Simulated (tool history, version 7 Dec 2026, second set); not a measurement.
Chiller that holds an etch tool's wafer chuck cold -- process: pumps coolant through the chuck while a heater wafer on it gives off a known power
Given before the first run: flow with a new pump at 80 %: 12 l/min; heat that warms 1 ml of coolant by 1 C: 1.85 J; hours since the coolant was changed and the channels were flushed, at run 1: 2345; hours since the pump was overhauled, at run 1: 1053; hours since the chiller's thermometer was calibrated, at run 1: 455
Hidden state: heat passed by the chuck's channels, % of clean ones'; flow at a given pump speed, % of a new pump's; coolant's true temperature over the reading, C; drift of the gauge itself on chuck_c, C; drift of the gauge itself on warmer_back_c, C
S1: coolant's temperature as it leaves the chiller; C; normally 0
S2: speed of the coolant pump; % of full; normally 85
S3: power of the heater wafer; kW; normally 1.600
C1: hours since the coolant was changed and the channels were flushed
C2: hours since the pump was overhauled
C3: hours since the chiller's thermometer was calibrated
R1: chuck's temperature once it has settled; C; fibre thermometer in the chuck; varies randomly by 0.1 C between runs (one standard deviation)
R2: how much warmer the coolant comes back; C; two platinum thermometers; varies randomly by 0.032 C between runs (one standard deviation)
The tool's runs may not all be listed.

{"run": 1, "day": 0.0, "S1": 0, "S2": 85, "S3": 1.6, "C1": 2345, "C2": 1053, "C3": 455, "R1": 14.3, "R2": 4.11}
{"run": 2, "day": 1.975, "S1": 0, "S2": 85, "S3": 1.6, "C1": 2393, "C2": 1100, "C3": 502, "R1": 14.6, "R2": 4.06}
{"run": 3, "day": 3.025, "S1": 0, "S2": 82, "S3": 1.6, "C1": 2418, "C2": 1125, "C3": 528, "R1": 14.9, "R2": 4.17}
{"run": 4, "day": 4.617, "S1": -8, "S2": 85, "S3": 1.6, "C1": 2456, "C2": 1164, "C3": 566, "R1": 6.3, "R2": 3.98}
{"run": 5, "day": 6.279, "S1": -8, "S2": 85, "S3": 1.6, "C1": 2496, "C2": 1203, "C3": 606, "R1": 6.2, "R2": 3.95}
{"run": 6, "day": 7.875, "S1": -8, "S2": 78, "S3": 1.6, "C1": 2534, "C2": 1242, "C3": 644, "R1": 7.4, "R2": 4.32}
{"run": 7, "day": 9.017, "S1": -8, "S2": 78, "S3": 1.6, "C1": 2562, "C2": 1269, "C3": 672, "R1": 7.4, "R2": 4.27}
{"run": 8, "day": 10.196, "S1": -8, "S2": 78, "S3": 1.6, "C1": 2590, "C2": 1297, "C3": 700, "R1": 7.3, "R2": 4.27}
{"run": 9, "day": 11.154, "S1": -8, "S2": 78, "S3": 1.6, "C1": 2613, "C2": 1321, "C3": 723, "R1": 7.6, "R2": 4.24}
{"run": 10, "day": 12.883, "S1": -8, "S2": 78, "S3": 1.6, "C1": 2655, "C2": 1362, "C3": 764, "R1": 7.3, "R2": 4.17}
{"run": 11, "day": 14.65, "S1": 3, "S2": 71, "S3": 1.69, "C1": 2697, "C2": 1404, "C3": 807, "R1": 20.4, "R2": 4.89}
{"run": 12, "day": 15.725, "S1": 2, "S2": 69, "S3": 2.032, "C1": 2723, "C2": 1430, "C3": 833, "R1": 23.9, "R2": 6.06}
{"run": 13, "day": 17.633, "S1": 2, "S2": 69, "S3": 2.032, "C1": 2769, "C2": 1476, "C3": 878, "R1": 23.7, "R2": 6.14}
{"run": 14, "day": 18.654, "S1": 2, "S2": 69, "S3": 2.032, "C1": 2793, "C2": 1501, "C3": 903, "R1": 23.7, "R2": 6.04}
{"day": 19.862, "done": "gauge calibrated"}
{"run": 15, "day": 20.767, "S1": 2, "S2": 69, "S3": 2.032, "C1": 2844, "C2": 1551, "C3": 953, "R1": 23.6, "R2": 6.4}
{"run": 16, "day": 21.7, "S1": 2, "S2": 69, "S3": 2.032, "C1": 2866, "C2": 1574, "C3": 976, "R1": 23.6, "R2": 6.31}
{"run": 17, "day": 23.671, "S1": 2, "S2": 69, "S3": 2.032, "C1": 2913, "C2": 1621, "C3": 1023, "R1": 23.7, "R2": 6.31}
{"run": 18, "day": 25.725, "S1": 2, "S2": 69, "S3": 2.032, "C1": 2963, "C2": 1670, "C3": 1072, "R1": 23.6, "R2": 6.21}
{"run": 19, "day": 27.362, "S1": 6, "S2": 85, "S3": 1.101, "C1": 3002, "C2": 1710, "C3": 1112, "R1": 15.9, "R2": 2.69}
{"run": 20, "day": 28.408, "S1": 6, "S2": 85, "S3": 1.101, "C1": 3027, "C2": 1735, "C3": 1137, "R1": 15.8, "R2": 2.69}

Each run again, without the hidden state but with its own random variation kept:
run=1 R2=4.11
run=2 R2=4.10
run=3 R2=4.22
run=4 R2=4.06
run=5 R2=4.06
run=6 R2=4.46
run=7 R2=4.43
run=8 R2=4.45
run=9 R2=4.44
run=10 R2=4.40
run=11 R2=5.15
run=12 R2=6.34
run=13 R2=6.45
run=14 R2=6.37
run=15 R2=6.41
run=16 R2=6.34
run=17 R2=6.37
run=18 R2=6.31
run=19 R2=2.82
run=20 R2=2.85
R1: within 0.1 C of the measured result in every run.
